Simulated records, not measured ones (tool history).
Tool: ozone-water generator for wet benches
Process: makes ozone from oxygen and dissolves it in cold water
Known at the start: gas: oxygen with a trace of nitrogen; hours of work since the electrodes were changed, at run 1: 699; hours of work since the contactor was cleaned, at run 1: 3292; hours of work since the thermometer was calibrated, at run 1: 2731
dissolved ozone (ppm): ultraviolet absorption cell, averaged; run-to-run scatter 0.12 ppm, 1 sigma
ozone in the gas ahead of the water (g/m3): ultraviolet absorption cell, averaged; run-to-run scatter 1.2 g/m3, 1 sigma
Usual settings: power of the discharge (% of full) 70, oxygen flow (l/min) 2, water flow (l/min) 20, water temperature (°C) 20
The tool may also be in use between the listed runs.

run	hour	power of the discharge (% of full)	oxygen flow (l/min)	water flow (l/min)	water temperature (°C)	hours of work since the electrodes were changed	hours of work since the contactor was cleaned	hours of work since the thermometer was calibrated	dissolved ozone (ppm)	ozone in the gas ahead of the water (g/m3)
1	0	70	2	20	20	699	3292	2731	10.6	221.9
2	59.8	70	2	20	20	750	3343	2782	10.8	223.7
3	96.6	70	2	20	20	781	3375	2814	10.8	222.4
4	152.6	70	2	20	20	829	3422	2861	10.8	224.7
5	190.9	70	2	18	20	861	3455	2894	11.8	221.5
6	245	70	2	18	20	907	3501	2940	11.9	220.1
7	291	70	2	20	20	947	3540	2979	10.7	222
8	332.6	70	2	20	20	982	3576	3015	10.6	222.2
9	394.2	70	2	20	20	1035	3628	3067	10.6	222.6
10	427.6	70	2	20	20	1063	3657	3096	10.8	222
11	477.2	70	2	20	20	1105	3699	3138	10.4	224
12	509.5	70	2	20	16	1133	3727	3166	11.1	222.4
13	555	70	2	20	16	1172	3765	3204	11	222.6
14	593.8	70	2	20	16	1205	3798	3237	10.8	224
15	622.5	70	2	20	20	1229	3823	3262	10.6	223.3
16	682.3	70	2	20	20	1280	3874	3313	10.6	220
17	722.1	70	2	20	20	1314	3908	3347	10.6	221.4
18	775.6	93	1.19	15	21	1360	3953	3392	12.8	305.4
19	808.1	93	1.19	14	15	1387	3981	3420	14.5	304
20	849.6	92	1.19	20	20	1423	4017	3456	9.6	301.2
21	885.1	89	2	19	20	1453	4047	3486	12.5	252.4
22	944.6	89	2	19	20	1504	4098	3537	12.8	251.8
23	993.5	89	2	19	20	1545	4139	3578	12.6	251.7
24	1049.2	89	2	19	20	1593	4187	3626	12.7	250.4
25	1109.8	89	2	19	20	1645	4238	3677	12.5	250.1
26	1144.1	89	2	19	20	1674	4268	3707	12.5	252.9
27	1182.1	85	2	20	20	1706	4300	3739	11.9	244.2
28	1240.1	54	2	20	28	1756	4349	3788	8.6	190.2
29	1269.9	100	2.09	20	28	1781	4375	3814	12.2	260.8
30	1327.7	56	1.1	20	19	1830	4424	3863	7	237.8

Predict the results of run 31:
31	1352.8	56	1.1	20	19	1852	4445	3884	?	?

{"run 31": {"dissolved ozone (ppm)": 7.2, "ozone in the gas ahead of the water (g/m3)": 237}}
Minus the tool's unlogged condition, the same run would have read dissolved ozone (ppm) 7.6, ozone in the gas ahead of the water (g/m3) 240.6.

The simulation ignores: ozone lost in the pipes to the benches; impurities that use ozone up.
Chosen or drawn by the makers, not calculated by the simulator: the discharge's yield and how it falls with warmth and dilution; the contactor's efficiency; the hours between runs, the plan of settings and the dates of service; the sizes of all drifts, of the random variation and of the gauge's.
